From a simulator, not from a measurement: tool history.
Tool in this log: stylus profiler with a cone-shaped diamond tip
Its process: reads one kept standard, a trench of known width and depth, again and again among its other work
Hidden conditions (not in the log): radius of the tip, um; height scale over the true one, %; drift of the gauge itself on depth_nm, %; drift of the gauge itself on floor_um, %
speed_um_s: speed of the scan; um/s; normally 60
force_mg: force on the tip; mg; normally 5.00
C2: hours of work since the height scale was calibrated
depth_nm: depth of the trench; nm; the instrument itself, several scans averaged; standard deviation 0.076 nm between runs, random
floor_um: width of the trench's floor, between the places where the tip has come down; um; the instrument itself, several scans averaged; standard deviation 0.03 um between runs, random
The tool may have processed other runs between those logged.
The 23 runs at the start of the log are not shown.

run 24 hour=1569.9 | speed_um_s=36 force_mg=9.19 | scans_with_this_tip=8742 C2=313 | depth_nm=205.22 floor_um=27.41
run 25 hour=1647.8 | speed_um_s=60 force_mg=4.84 | scans_with_this_tip=9088 C2=362 | depth_nm=203.51 floor_um=27.26
run 26 hour=1722.1 | speed_um_s=19 force_mg=6.30 | scans_with_this_tip=9418 C2=409 | depth_nm=204.19 floor_um=27.40
run 27 hour=1778.1 | speed_um_s=19 force_mg=6.30 | scans_with_this_tip=9666 C2=444 | depth_nm=204.17 floor_um=27.34
run 28 hour=1848.3 | speed_um_s=46 force_mg=3.11 | scans_with_this_tip=9978 C2=488 | depth_nm=202.77 floor_um=27.23
run 29 hour=1934.4 | speed_um_s=51 force_mg=2.66 | scans_with_this_tip=10360 C2=542 | depth_nm=202.68 floor_um=27.17
run 30 hour=1976.0 | speed_um_s=51 force_mg=2.66 | scans_with_this_tip=10544 C2=568 | depth_nm=202.57 floor_um=27.15
run 31 hour=2028.6 | speed_um_s=27 force_mg=1.97 | scans_with_this_tip=10778 C2=601 | depth_nm=202.39 floor_um=27.16
run 32 hour=2074.4 | speed_um_s=74 force_mg=8.09 | scans_with_this_tip=10981 C2=630 | depth_nm=205.09 floor_um=27.17
run 33 hour=2149.0 | speed_um_s=74 force_mg=8.09 | scans_with_this_tip=11312 C2=677 | depth_nm=205.28 floor_um=27.17
run 34 hour=2192.9 | speed_um_s=157 force_mg=5.08 | scans_with_this_tip=11506 C2=704 | depth_nm=203.96 floor_um=26.82
-- hour=2213.2 new tip fitted, height scale calibrated
run 35 hour=2254.0 | speed_um_s=157 force_mg=5.08 | scans_with_this_tip=181 C2=26 | depth_nm=203.40 floor_um=27.49
run 36 hour=2331.0 | speed_um_s=157 force_mg=5.08 | scans_with_this_tip=522 C2=74 | depth_nm=203.35 floor_um=27.51
run 37 hour=2403.1 | speed_um_s=100 force_mg=2.30 | scans_with_this_tip=842 C2=119 | depth_nm=202.04 floor_um=27.55
run 38 hour=2471.5 | speed_um_s=216 force_mg=3.18 | scans_with_this_tip=1146 C2=162 | depth_nm=202.50 floor_um=27.10
run 39 hour=2556.5 | speed_um_s=25 force_mg=9.84 | scans_with_this_tip=1523 C2=215 | depth_nm=205.47 floor_um=27.91

Branching from run 39: 5 alternative next runs. What would each branch give?
run A hour=2603.4 | speed_um_s=103 force_mg=3.85 | scans_with_this_tip=1731 C2=245 | depth_nm=? floor_um=?
run B hour=2603.4 | speed_um_s=65 force_mg=1.85 | scans_with_this_tip=1731 C2=245 | depth_nm=? floor_um=?
run C hour=2603.4 | speed_um_s=32 force_mg=8.57 | scans_with_this_tip=1731 C2=245 | depth_nm=? floor_um=?
run D hour=2603.4 | speed_um_s=179 force_mg=6.90 | scans_with_this_tip=1731 C2=245 | depth_nm=? floor_um=?
run E hour=2603.4 | speed_um_s=124 force_mg=2.84 | scans_with_this_tip=1731 C2=245 | depth_nm=? floor_um=?

run=A depth_nm=202.87 floor_um=27.56
run=B depth_nm=201.88 floor_um=27.61
run=C depth_nm=204.91 floor_um=27.85
run=D depth_nm=204.38 floor_um=27.45
run=E depth_nm=202.34 floor_um=27.45
Without the tool's hidden state the same runs would have given:
run=A depth_nm=202.65 floor_um=27.66
run=B depth_nm=201.66 floor_um=27.71
run=C depth_nm=204.69 floor_um=27.95
run=D depth_nm=204.16 floor_um=27.55
run=E depth_nm=202.12 floor_um=27.55

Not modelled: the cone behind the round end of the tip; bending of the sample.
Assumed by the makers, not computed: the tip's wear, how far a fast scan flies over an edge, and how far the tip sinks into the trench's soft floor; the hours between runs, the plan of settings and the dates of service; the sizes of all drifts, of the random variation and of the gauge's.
